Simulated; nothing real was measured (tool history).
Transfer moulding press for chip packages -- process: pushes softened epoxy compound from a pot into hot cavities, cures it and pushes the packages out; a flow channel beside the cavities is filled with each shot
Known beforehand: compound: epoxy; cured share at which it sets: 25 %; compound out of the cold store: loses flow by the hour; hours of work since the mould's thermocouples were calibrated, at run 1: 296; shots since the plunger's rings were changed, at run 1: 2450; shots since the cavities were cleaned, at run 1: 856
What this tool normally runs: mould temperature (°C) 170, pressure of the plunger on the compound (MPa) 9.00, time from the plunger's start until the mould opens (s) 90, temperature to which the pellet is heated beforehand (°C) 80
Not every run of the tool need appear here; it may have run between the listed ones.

run,hour,mould temperature (°C),pressure of the plunger on the compound (MPa),time from the plunger's start until the mould opens (s),temperature to which the pellet is heated beforehand (°C),hours of work since the mould's thermocouples were calibrated,shots since the plunger's rings were changed,shots since the cavities were cleaned,incoming compound's hours out of the cold store,length that the compound runs in the flow channel (mm),greatest force on the pins that push the packages out (N)
1,0.0,170,9.00,90,80,296,2450,856,22.8,701,450
# hour 9.3: cavities cleaned with cleaning compound and waxed
2,19.9,170,9.00,90,80,307,2648,114,27.5,683,340
3,37.6,170,9.00,90,80,317,2837,303,28.8,681,394
4,49.7,170,9.00,111,80,324,2967,433,38.2,659,284
5,62.3,170,6.91,90,80,332,3103,569,37.4,578,425
# hour 78.3: plunger's sealing rings changed
6,79.7,170,6.91,90,80,340,15,728,27.0,618,438
7,90.0,170,9.00,90,80,347,126,839,26.5,706,462
# hour 99.9: cavities cleaned with cleaning compound and waxed
8,105.3,170,9.00,90,80,355,273,57,34.2,680,307
9,114.3,170,9.00,90,80,360,371,155,37.1,680,343
10,127.0,170,10.51,90,80,367,507,291,23.3,765,387
11,135.3,174,9.00,90,80,372,596,380,19.6,701,312
12,146.1,174,9.00,90,80,379,712,496,9.9,728,329
13,154.8,174,9.00,90,80,384,805,589,44.8,648,331
14,166.4,170,9.00,90,80,391,930,714,29.6,693,447
15,177.4,170,9.00,90,80,397,1048,832,26.3,697,434
16,185.3,170,9.00,91,80,402,1132,916,25.9,695,440
# hour 187.9: cavities cleaned with cleaning compound and waxed
17,197.1,170,9.00,91,80,408,1243,99,19.7,709,319
18,206.7,170,9.00,91,80,414,1346,202,13.3,727,354
19,217.6,163,9.07,119,80,420,1463,319,28.6,728,383
20,230.6,163,7.79,130,82,428,1603,459,24.3,679,330
21,240.5,164,8.95,125,82,434,1709,565,33.6,706,342
22,248.8,170,9.00,90,70,439,1798,654,17.6,719,467
23,256.9,170,9.58,108,85,443,1884,740,31.9,700,332
24,270.2,170,10.74,71,80,451,2027,883,30.7,744,864
# hour 276.8: cavities cleaned with cleaning compound and waxed
25,290.0,170,10.74,71,80,462,2224,142,21.0,774,668
26,305.1,170,10.74,125,80,471,2386,304,32.5,741,278
27,319.1,170,10.74,125,80,479,2536,454,47.8,699,286
28,332.8,172,9.00,90,80,487,2683,601,14.9,712,397

Alternative continuations, all from the tool just after run 28; predict every row:
A,342.2,170,9.00,130,80,493,2784,702,19.8,?,?
B,342.2,172,10.91,90,80,493,2784,702,25.2,?,?
C,342.2,176,10.25,87,80,493,2784,702,16.8,?,?
D,342.2,170,9.00,88,79,493,2784,702,25.9,?,?
E,342.2,170,7.27,90,87,493,2784,702,10.3,?,?

run,length that the compound runs in the flow channel (mm),greatest force on the pins that push the packages out (N)
A,705,305
B,747,381
C,732,348
D,684,483
E,648,465
Without the tool's hidden state the same runs would have given:
run,length that the compound runs in the flow channel (mm),greatest force on the pins that push the packages out (N)
A,723,199
B,766,230
C,751,220
D,701,287
E,664,281

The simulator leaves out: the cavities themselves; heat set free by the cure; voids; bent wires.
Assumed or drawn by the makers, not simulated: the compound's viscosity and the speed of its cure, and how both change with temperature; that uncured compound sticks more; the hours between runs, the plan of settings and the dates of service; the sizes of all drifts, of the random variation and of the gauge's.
